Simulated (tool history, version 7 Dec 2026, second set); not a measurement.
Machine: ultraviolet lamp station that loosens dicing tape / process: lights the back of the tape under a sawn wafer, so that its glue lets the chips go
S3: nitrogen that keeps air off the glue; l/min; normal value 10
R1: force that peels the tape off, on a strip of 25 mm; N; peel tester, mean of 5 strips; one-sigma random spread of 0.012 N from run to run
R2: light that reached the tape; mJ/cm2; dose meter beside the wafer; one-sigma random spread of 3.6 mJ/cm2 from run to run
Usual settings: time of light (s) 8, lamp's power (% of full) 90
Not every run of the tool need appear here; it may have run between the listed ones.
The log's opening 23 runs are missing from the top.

{"run": 24, "hour": 739.3, "time of light (s)": 8, "lamp's power (% of full)": 68, "S3": 10, "R1": 1.552, "R2": 348}
{"run": 25, "hour": 779.3, "time of light (s)": 8, "lamp's power (% of full)": 73, "S3": 10, "R1": 1.454, "R2": 364}
{"run": 26, "hour": 817.4, "time of light (s)": 8, "lamp's power (% of full)": 73, "S3": 10, "R1": 1.497, "R2": 355}
{"run": 27, "hour": 847.9, "time of light (s)": 8, "lamp's power (% of full)": 76, "S3": 19, "R1": 0.965, "R2": 363}
{"run": 28, "hour": 887.3, "time of light (s)": 6, "lamp's power (% of full)": 64, "S3": 19, "R1": 2.084, "R2": 230}
{"run": 29, "hour": 928.7, "time of light (s)": 6, "lamp's power (% of full)": 64, "S3": 19, "R1": 2.174, "R2": 223}
{"run": 30, "hour": 954.5, "time of light (s)": 6, "lamp's power (% of full)": 64, "S3": 19, "R1": 2.201, "R2": 219}
{"run": 31, "hour": 983.4, "time of light (s)": 6, "lamp's power (% of full)": 84, "S3": 17, "R1": 1.556, "R2": 285}
{"hour": 1012.5, "done": "window cleaned of glue's vapour"}
{"run": 32, "hour": 1023.8, "time of light (s)": 9, "lamp's power (% of full)": 91, "S3": 20, "R1": 0.367, "R2": 538}
{"run": 33, "hour": 1056.7, "time of light (s)": 5, "lamp's power (% of full)": 91, "S3": 18, "R1": 1.489, "R2": 294}
{"run": 34, "hour": 1082.1, "time of light (s)": 5, "lamp's power (% of full)": 91, "S3": 18, "R1": 1.511, "R2": 297}
{"run": 35, "hour": 1104.5, "time of light (s)": 5, "lamp's power (% of full)": 91, "S3": 18, "R1": 1.509, "R2": 292}
{"run": 36, "hour": 1144.9, "time of light (s)": 5, "lamp's power (% of full)": 91, "S3": 18, "R1": 1.532, "R2": 284}
{"run": 37, "hour": 1183.6, "time of light (s)": 11, "lamp's power (% of full)": 90, "S3": 10, "R1": 0.508, "R2": 605}
{"run": 38, "hour": 1221.4, "time of light (s)": 10, "lamp's power (% of full)": 90, "S3": 10, "R1": 0.676, "R2": 546}
{"run": 39, "hour": 1245.7, "time of light (s)": 7, "lamp's power (% of full)": 90, "S3": 6, "R1": 1.875, "R2": 374}
{"run": 40, "hour": 1264.1, "time of light (s)": 7, "lamp's power (% of full)": 91, "S3": 19, "R1": 0.922, "R2": 376}
{"run": 41, "hour": 1290.8, "time of light (s)": 8, "lamp's power (% of full)": 84, "S3": 10, "R1": 1.266, "R2": 397}
{"run": 42, "hour": 1321.2, "time of light (s)": 8, "lamp's power (% of full)": 84, "S3": 10, "R1": 1.345, "R2": 389}
{"run": 43, "hour": 1353.4, "time of light (s)": 15, "lamp's power (% of full)": 67, "S3": 5, "R1": 1.102, "R2": 570}

Forecast each of these 4 alternatives for the next run:
{"run": "A", "hour": 1383.3, "time of light (s)": 6, "lamp's power (% of full)": 90, "S3": 10, "R1": "?", "R2": "?"}
{"run": "B", "hour": 1383.3, "time of light (s)": 12, "lamp's power (% of full)": 80, "S3": 4, "R1": "?", "R2": "?"}
{"run": "C", "hour": 1383.3, "time of light (s)": 10, "lamp's power (% of full)": 62, "S3": 9, "R1": "?", "R2": "?"}
{"run": "D", "hour": 1383.3, "time of light (s)": 12, "lamp's power (% of full)": 69, "S3": 5, "R1": "?", "R2": "?"}

run=A R1=1.997 R2=300
run=B R1=1.478 R2=530
run=C R1=1.676 R2=343
run=D R1=1.62 R2=461
Without the tool's unlogged condition, the same runs would have read:
run=A R1=1.05 R2=443
run=B R1=0.692 R2=784
run=C R1=0.831 R2=507
run=D R1=0.779 R2=680

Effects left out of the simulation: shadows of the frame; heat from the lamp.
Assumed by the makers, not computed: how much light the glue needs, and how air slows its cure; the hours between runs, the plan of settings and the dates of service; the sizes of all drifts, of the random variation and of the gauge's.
